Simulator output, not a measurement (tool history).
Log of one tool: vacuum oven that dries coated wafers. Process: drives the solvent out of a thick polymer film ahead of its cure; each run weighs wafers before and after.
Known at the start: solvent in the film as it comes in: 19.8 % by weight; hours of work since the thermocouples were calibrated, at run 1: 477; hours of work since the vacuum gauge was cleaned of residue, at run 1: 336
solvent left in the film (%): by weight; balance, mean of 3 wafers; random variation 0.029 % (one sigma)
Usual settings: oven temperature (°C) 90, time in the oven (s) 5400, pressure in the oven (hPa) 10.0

| run | hour | oven temperature (°C) | time in the oven (s) | pressure in the oven (hPa) | hours of work since the thermocouples were calibrated | hours of work since the vacuum gauge was cleaned of residue | solvent left in the film (%) |
|---|---|---|---|---|---|---|---|
| 1 | 0.0 | 90 | 5400 | 10.0 | 477 | 336 | 2.62 |
| 2 | 37.8 | 90 | 5400 | 10.0 | 497 | 356 | 2.56 |
| 3 | 56.8 | 90 | 5400 | 10.0 | 507 | 366 | 2.54 |
| 4 | 88.5 | 90 | 4680 | 10.0 | 524 | 383 | 3.23 |
| 5 | 115.3 | 90 | 4680 | 10.0 | 538 | 396 | 3.17 |
| 6 | 135.4 | 90 | 4680 | 10.0 | 548 | 407 | 3.24 |
| 7 | 167.7 | 90 | 5400 | 10.0 | 565 | 424 | 2.58 |
| 8 | 198.0 | 90 | 5400 | 10.0 | 581 | 440 | 2.56 |
| 9 | 217.9 | 90 | 5400 | 10.0 | 591 | 450 | 2.53 |
| 10 | 243.7 | 90 | 5400 | 10.0 | 605 | 463 | 2.53 |
| 11 | 280.1 | 90 | 5400 | 10.0 | 623 | 482 | 2.54 |
|  | 304.4 | oven's thermocouples calibrated |
| 12 | 304.4 | 90 | 5400 | 10.0 | 0 | 494 | 2.87 |
| 13 | 321.8 | 90 | 3180 | 10.0 | 9 | 503 | 5.72 |
| 14 | 344.4 | 90 | 3180 | 10.0 | 21 | 515 | 5.71 |
| 15 | 364.5 | 98 | 3180 | 10.0 | 31 | 525 | 2.94 |
| 16 | 387.3 | 90 | 5400 | 10.0 | 43 | 537 | 2.84 |
| 17 | 409.4 | 90 | 5400 | 10.0 | 55 | 549 | 2.86 |
| 18 | 429.2 | 90 | 5400 | 10.0 | 65 | 559 | 2.87 |
| 19 | 456.4 | 90 | 5400 | 10.0 | 79 | 573 | 2.82 |
| 20 | 485.2 | 90 | 5400 | 10.0 | 94 | 588 | 2.89 |
| 21 | 505.0 | 90 | 5400 | 10.0 | 105 | 599 | 2.81 |
| 22 | 531.8 | 90 | 5400 | 10.0 | 119 | 613 | 2.80 |
| 23 | 549.5 | 92 | 5400 | 17.9 | 128 | 622 | 2.38 |
| 24 | 583.0 | 92 | 5400 | 17.9 | 145 | 639 | 2.43 |
| 25 | 599.7 | 92 | 5400 | 17.9 | 154 | 648 | 2.40 |
| 26 | 630.5 | 96 | 6120 | 13.6 | 170 | 664 | 1.06 |
| 27 | 666.2 | 96 | 6120 | 13.6 | 189 | 683 | 1.07 |
| 28 | 684.5 | 96 | 6120 | 13.6 | 198 | 692 | 1.04 |
| 29 | 717.2 | 101 | 4620 | 24.7 | 215 | 709 | 1.13 |
| 30 | 744.6 | 90 | 4020 | 17.9 | 229 | 724 | 4.44 |
| 31 | 764.3 | 90 | 4020 | 17.9 | 240 | 734 | 4.39 |
| 32 | 782.7 | 90 | 4020 | 17.9 | 249 | 743 | 4.40 |
| 33 | 806.8 | 95 | 9000 | 5.5 | 262 | 756 | 0.41 |
| 34 | 829.7 | 98 | 3240 | 10.0 | 274 | 768 | 2.74 |
| 35 | 851.7 | 86 | 3240 | 10.0 | 285 | 779 | 6.93 |
| 36 | 886.7 | 86 | 3240 | 10.0 | 304 | 798 | 6.96 |
| 37 | 912.1 | 104 | 3240 | 5.7 | 317 | 811 | 1.25 |
| 38 | 950.7 | 104 | 3240 | 5.7 | 337 | 831 | 1.23 |
| 39 | 983.2 | 102 | 6120 | 35.1 | 354 | 848 | 0.77 |
| 40 | 1007.2 | 102 | 6120 | 35.1 | 366 | 860 | 0.73 |
| 41 | 1033.8 | 99 | 5520 | 11.1 | 380 | 874 | 0.79 |
| 42 | 1058.9 | 93 | 5520 | 11.1 | 393 | 887 | 1.80 |
| 43 | 1092.2 | 93 | 6480 | 6.6 | 411 | 905 | 1.24 |

Hidden state or all else? Some run-to-run changes of solvent left in the film (%), split into what the settings, what came in and random variation would give without the hidden state, and what is left for the hidden state (with any gauge scatter that isn't in both results):
The hidden state here: true wafer temperature over the reading, C; true pressure over the reading, kPa; drift of the gauge itself on solvent_pct, %.
Run 11 -> 12: oven's thermocouples calibrated. solvent left in the film (%) +0.33: hidden state +0.35, all else -0.02.
Run 32 -> 33: oven temperature (°C) 90 -> 95, time in the oven (s) 4020 -> 9000, pressure in the oven (hPa) 17.9 -> 5.5. solvent left in the film (%) -3.99: hidden state +0.27, all else -4.26.
Run 33 -> 34: oven temperature (°C) 95 -> 98, time in the oven (s) 9000 -> 3240, pressure in the oven (hPa) 5.5 -> 10.0. solvent left in the film (%) +2.33: hidden state -0.24, all else +2.57.
Run 34 -> 35: oven temperature (°C) 98 -> 86. solvent left in the film (%) +4.19: hidden state -0.07, all else +4.26.
Run 36 -> 37: oven temperature (°C) 86 -> 104, pressure in the oven (hPa) 10.0 -> 5.7. solvent left in the film (%) -5.71: hidden state +0.18, all else -5.89.
